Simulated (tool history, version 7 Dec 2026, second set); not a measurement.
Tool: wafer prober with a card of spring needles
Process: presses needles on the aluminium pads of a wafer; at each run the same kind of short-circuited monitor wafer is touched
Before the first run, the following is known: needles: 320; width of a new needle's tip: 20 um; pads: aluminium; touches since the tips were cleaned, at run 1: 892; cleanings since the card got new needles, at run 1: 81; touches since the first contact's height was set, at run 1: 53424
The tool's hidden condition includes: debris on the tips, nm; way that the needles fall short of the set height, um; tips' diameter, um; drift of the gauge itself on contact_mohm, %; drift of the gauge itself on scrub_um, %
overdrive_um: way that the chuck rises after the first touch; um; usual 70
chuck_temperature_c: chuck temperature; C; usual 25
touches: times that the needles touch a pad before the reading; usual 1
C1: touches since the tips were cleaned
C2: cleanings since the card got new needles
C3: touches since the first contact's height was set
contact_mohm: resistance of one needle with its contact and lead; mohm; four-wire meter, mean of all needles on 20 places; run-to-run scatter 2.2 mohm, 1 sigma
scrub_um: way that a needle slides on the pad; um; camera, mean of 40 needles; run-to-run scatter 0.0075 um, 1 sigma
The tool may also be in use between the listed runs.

run 1 hour=0 | overdrive_um=70 chuck_temperature_c=25 touches=1 | C1=892 C2=81 C3=53424 | contact_mohm=248 scrub_um=12.777
-- hour=17.7 tips cleaned on abrasive film
-- hour=37.2 tips cleaned on abrasive film
-- hour=58.5 tips cleaned on abrasive film
run 2 hour=58.5 | overdrive_um=70 chuck_temperature_c=25 touches=1 | C1=0 C2=84 C3=73133 | contact_mohm=256 scrub_um=12.783
-- hour=82.3 tips cleaned on abrasive film
-- hour=87.4 height of the first contact set anew
-- hour=102.5 tips cleaned on abrasive film
run 3 hour=117.4 | overdrive_um=70 chuck_temperature_c=25 touches=1 | C1=5058 C2=86 C3=10113 | contact_mohm=252 scrub_um=12.798
-- hour=125 tips cleaned on abrasive film
-- hour=146.9 tips cleaned on abrasive film
run 4 hour=148.4 | overdrive_um=70 chuck_temperature_c=25 touches=2 | C1=485 C2=88 C3=20524 | contact_mohm=252 scrub_um=12.813
-- hour=169.5 tips cleaned on abrasive film
-- hour=193 tips cleaned on abrasive film
run 5 hour=205.9 | overdrive_um=70 chuck_temperature_c=25 touches=2 | C1=4391 C2=90 C3=39940 | contact_mohm=250 scrub_um=12.788
-- hour=214.8 tips cleaned on abrasive film
-- hour=236.1 tips cleaned on abrasive film
run 6 hour=249.7 | overdrive_um=70 chuck_temperature_c=25 touches=1 | C1=4616 C2=92 C3=54694 | contact_mohm=251 scrub_um=12.809
-- hour=256.3 tips cleaned on abrasive film
-- hour=276.5 tips cleaned on abrasive film
run 7 hour=283.5 | overdrive_um=70 chuck_temperature_c=25 touches=3 | C1=2342 C2=94 C3=66054 | contact_mohm=247 scrub_um=12.81
-- hour=296.1 tips cleaned on abrasive film
-- hour=315.7 tips cleaned on abrasive film
run 8 hour=326.7 | overdrive_um=70 chuck_temperature_c=25 touches=1 | C1=3699 C2=96 C3=80607 | contact_mohm=251 scrub_um=12.804
-- hour=330.3 height of the first contact set anew
-- hour=336.1 tips cleaned on abrasive film
-- hour=357.3 tips cleaned on abrasive film
-- hour=379.4 tips cleaned on abrasive film
run 9 hour=383.4 | overdrive_um=70 chuck_temperature_c=92 touches=1 | C1=1370 C2=99 C3=17891 | contact_mohm=271 scrub_um=12.802
-- hour=402.9 tips cleaned on abrasive film
-- hour=424.8 tips cleaned on abrasive film
run 10 hour=440.2 | overdrive_um=70 chuck_temperature_c=25 touches=2 | C1=5235 C2=101 C3=37051 | contact_mohm=255 scrub_um=12.805
-- hour=445.2 tips cleaned on abrasive film
-- hour=466.7 tips cleaned on abrasive film
run 11 hour=480.6 | overdrive_um=70 chuck_temperature_c=25 touches=2 | C1=4679 C2=103 C3=50645 | contact_mohm=248 scrub_um=12.821
-- hour=487.6 tips cleaned on abrasive film
-- hour=509.1 tips cleaned on abrasive film
run 12 hour=516.9 | overdrive_um=70 chuck_temperature_c=25 touches=1 | C1=2626 C2=105 C3=62877 | contact_mohm=255 scrub_um=12.829
-- hour=531.2 tips cleaned on abrasive film
-- hour=551.9 tips cleaned on abrasive film
run 13 hour=560.1 | overdrive_um=70 chuck_temperature_c=25 touches=1 | C1=2777 C2=107 C3=77442 | contact_mohm=253 scrub_um=12.82
-- hour=571.9 tips cleaned on abrasive film
-- hour=577.1 height of the first contact set anew
-- hour=592.8 tips cleaned on abrasive film
run 14 hour=601 | overdrive_um=70 chuck_temperature_c=25 touches=2 | C1=2786 C2=109 C3=8058 | contact_mohm=245 scrub_um=12.817
-- hour=615.9 tips cleaned on abrasive film
-- hour=636.5 tips cleaned on abrasive film
run 15 hour=652.1 | overdrive_um=71 chuck_temperature_c=123 touches=2 | C1=5285 C2=111 C3=25300 | contact_mohm=278 scrub_um=13.019
-- hour=657 tips cleaned on abrasive film
-- hour=677.2 tips cleaned on abrasive film
-- hour=699.4 tips cleaned on abrasive film
run 16 hour=704 | overdrive_um=71 chuck_temperature_c=41 touches=1 | C1=1557 C2=114 C3=42774 | contact_mohm=253 scrub_um=13.024
-- hour=721.2 tips cleaned on abrasive film
run 17 hour=737.9 | overdrive_um=62 chuck_temperature_c=29 touches=1 | C1=5647 C2=115 C3=54197 | contact_mohm=252 scrub_um=11.358
-- hour=742.4 tips cleaned on abrasive film
-- hour=764 tips cleaned on abrasive film
run 18 hour=767.8 | overdrive_um=62 chuck_temperature_c=29 touches=1 | C1=1274 C2=117 C3=64251 | contact_mohm=256 scrub_um=11.363
-- hour=784.8 tips cleaned on abrasive film
-- hour=806.9 tips cleaned on abrasive film
-- hour=820.4 height of the first contact set anew
run 19 hour=820.4 | overdrive_um=62 chuck_temperature_c=29 touches=1 | C1=4482 C2=119 C3=0 | contact_mohm=252 scrub_um=11.379
-- hour=830.2 tips cleaned on abrasive film
-- hour=850.8 tips cleaned on abrasive film
-- hour=871.4 tips cleaned on abrasive film
run 20 hour=877.4 | overdrive_um=67 chuck_temperature_c=84 touches=1 | C1=2014 C2=122 C3=19178 | contact_mohm=266 scrub_um=12.271
-- hour=894.4 tips cleaned on abrasive film
-- hour=914.5 tips cleaned on abrasive film
run 21 hour=914.5 | overdrive_um=71 chuck_temperature_c=89 touches=2 | C1=0 C2=124 C3=31675 | contact_mohm=268 scrub_um=13.028
-- hour=934.6 tips cleaned on abrasive film
-- hour=955 tips cleaned on abrasive film
-- hour=976.1 tips cleaned on abrasive film
run 22 hour=976.1 | overdrive_um=71 chuck_temperature_c=89 touches=2 | C1=0 C2=127 C3=52432 | contact_mohm=267 scrub_um=13.038
-- hour=997 tips cleaned on abrasive film
-- hour=1017.2 tips cleaned on abrasive film
run 23 hour=1017.2 | overdrive_um=77 chuck_temperature_c=31 touches=3 | C1=0 C2=129 C3=66279 | contact_mohm=251 scrub_um=14.11
-- hour=1040 tips cleaned on abrasive film
run 24 hour=1049.2 | overdrive_um=70 chuck_temperature_c=65 touches=3 | C1=3118 C2=130 C3=77096 | contact_mohm=262 scrub_um=12.848
-- hour=1060.6 tips cleaned on abrasive film
-- hour=1065.7 height of the first contact set anew
-- hour=1083.2 tips cleaned on abrasive film
run 25 hour=1100.9 | overdrive_um=70 chuck_temperature_c=65 touches=3 | C1=6015 C2=132 C3=11883 | contact_mohm=263 scrub_um=12.841
-- hour=1105.3 tips cleaned on abrasive film
-- hour=1129.2 tips cleaned on abrasive film
run 26 hour=1136.4 | overdrive_um=70 chuck_temperature_c=65 touches=2 | C1=2438 C2=134 C3=23829 | contact_mohm=259 scrub_um=12.866
-- hour=1149.6 tips cleaned on abrasive film
-- hour=1170.9 tips cleaned on abrasive film
-- hour=1190.5 tips cleaned on abrasive film
run 27 hour=1198.7 | overdrive_um=72 chuck_temperature_c=58 touches=2 | C1=2784 C2=137 C3=44820 | contact_mohm=260 scrub_um=13.213
-- hour=1212.9 tips cleaned on abrasive film
run 28 hour=1229.6 | overdrive_um=66 chuck_temperature_c=25 touches=1 | C1=5681 C2=138 C3=55257 | contact_mohm=250 scrub_um=12.125

Each row is a separate what-if for the run after 28, all from the same tool condition, not one after another. Results?
-- hour=1234.6 tips cleaned on abrasive film
-- hour=1258.9 tips cleaned on abrasive film
-- hour=1280.9 tips cleaned on abrasive film
run A hour=1292.4 | overdrive_um=70 chuck_temperature_c=39 touches=1 | C1=3903 C2=141 C3=76392 | contact_mohm=? scrub_um=?
-- hour=1234.6 tips cleaned on abrasive film
-- hour=1258.9 tips cleaned on abrasive film
-- hour=1280.9 tips cleaned on abrasive film
run B hour=1292.4 | overdrive_um=70 chuck_temperature_c=30 touches=1 | C1=3903 C2=141 C3=76392 | contact_mohm=? scrub_um=?
-- hour=1234.6 tips cleaned on abrasive film
-- hour=1258.9 tips cleaned on abrasive film
-- hour=1280.9 tips cleaned on abrasive film
run C hour=1292.4 | overdrive_um=62 chuck_temperature_c=107 touches=2 | C1=3903 C2=141 C3=76392 | contact_mohm=? scrub_um=?
-- hour=1234.6 tips cleaned on abrasive film
-- hour=1258.9 tips cleaned on abrasive film
-- hour=1280.9 tips cleaned on abrasive film
run D hour=1292.4 | overdrive_um=53 chuck_temperature_c=74 touches=1 | C1=3903 C2=141 C3=76392 | contact_mohm=? scrub_um=?
-- hour=1234.6 tips cleaned on abrasive film
-- hour=1258.9 tips cleaned on abrasive film
-- hour=1280.9 tips cleaned on abrasive film
run E hour=1292.4 | overdrive_um=66 chuck_temperature_c=25 touches=1 | C1=3903 C2=141 C3=76392 | contact_mohm=? scrub_um=?

run=A contact_mohm=252 scrub_um=12.873
run=B contact_mohm=254 scrub_um=12.868
run=C contact_mohm=277 scrub_um=11.402
run=D contact_mohm=272 scrub_um=9.744
run=E contact_mohm=253 scrub_um=12.132
The same runs, with their run-to-run variation unchanged, on a tool lacking any hidden condition would have given:
run=A contact_mohm=252 scrub_um=12.795
run=B contact_mohm=254 scrub_um=12.79
run=C contact_mohm=277 scrub_um=11.333
run=D contact_mohm=271 scrub_um=9.685
run=E contact_mohm=253 scrub_um=12.058

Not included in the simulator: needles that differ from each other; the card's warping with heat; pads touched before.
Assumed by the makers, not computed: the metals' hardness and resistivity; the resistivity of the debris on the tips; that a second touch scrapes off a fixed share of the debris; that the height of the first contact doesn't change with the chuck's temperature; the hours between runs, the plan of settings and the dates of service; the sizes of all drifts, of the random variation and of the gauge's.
